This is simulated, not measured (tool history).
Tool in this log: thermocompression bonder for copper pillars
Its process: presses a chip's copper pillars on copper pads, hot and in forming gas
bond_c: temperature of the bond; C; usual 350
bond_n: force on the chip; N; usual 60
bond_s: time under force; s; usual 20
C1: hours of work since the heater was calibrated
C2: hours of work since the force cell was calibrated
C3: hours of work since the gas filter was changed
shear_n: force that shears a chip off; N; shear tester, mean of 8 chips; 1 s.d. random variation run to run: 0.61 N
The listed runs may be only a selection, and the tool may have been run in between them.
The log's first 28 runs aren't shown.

run 29 hour=301.4 | bond_c=350 bond_n=60 bond_s=27 | C1=245 C2=555 C3=101 | shear_n=77.2
run 30 hour=315.5 | bond_c=358 bond_n=82 bond_s=28 | C1=252 C2=562 C3=108 | shear_n=94.4
run 31 hour=322.4 | bond_c=328 bond_n=39 bond_s=58 | C1=256 C2=566 C3=112 | shear_n=56.2
run 32 hour=336.9 | bond_c=328 bond_n=38 bond_s=39 | C1=263 C2=573 C3=119 | shear_n=48.0
run 33 hour=350.9 | bond_c=372 bond_n=88 bond_s=39 | C1=271 C2=581 C3=126 | shear_n=99.8
run 34 hour=358.0 | bond_c=326 bond_n=41 bond_s=42 | C1=274 C2=584 C3=130 | shear_n=52.0
run 35 hour=364.9 | bond_c=344 bond_n=60 bond_s=18 | C1=278 C2=588 C3=133 | shear_n=66.8
run 36 hour=376.9 | bond_c=322 bond_n=47 bond_s=48 | C1=284 C2=594 C3=140 | shear_n=58.8
run 37 hour=388.9 | bond_c=322 bond_n=47 bond_s=48 | C1=290 C2=600 C3=146 | shear_n=58.3
run 38 hour=401.1 | bond_c=350 bond_n=51 bond_s=34 | C1=296 C2=606 C3=152 | shear_n=72.1
run 39 hour=410.4 | bond_c=350 bond_n=68 bond_s=59 | C1=301 C2=611 C3=157 | shear_n=92.8
run 40 hour=417.8 | bond_c=333 bond_n=46 bond_s=21 | C1=305 C2=615 C3=161 | shear_n=49.8
run 41 hour=425.3 | bond_c=350 bond_n=60 bond_s=23 | C1=309 C2=619 C3=164 | shear_n=74.0

Each row is a separate what-if for the run after 41, all from the same tool condition, not one after another. Results?
run A hour=434.8 | bond_c=377 bond_n=54 bond_s=45 | C1=314 C2=624 C3=169 | shear_n=?
run B hour=434.8 | bond_c=324 bond_n=36 bond_s=48 | C1=314 C2=624 C3=169 | shear_n=?
run C hour=434.8 | bond_c=322 bond_n=60 bond_s=40 | C1=314 C2=624 C3=169 | shear_n=?

run=A shear_n=90.5
run=B shear_n=47.3
run=C shear_n=68.1
With no hidden state in the tool, these same runs would have given:
run=A shear_n=90.0
run=B shear_n=45.8
run=C shear_n=66.6
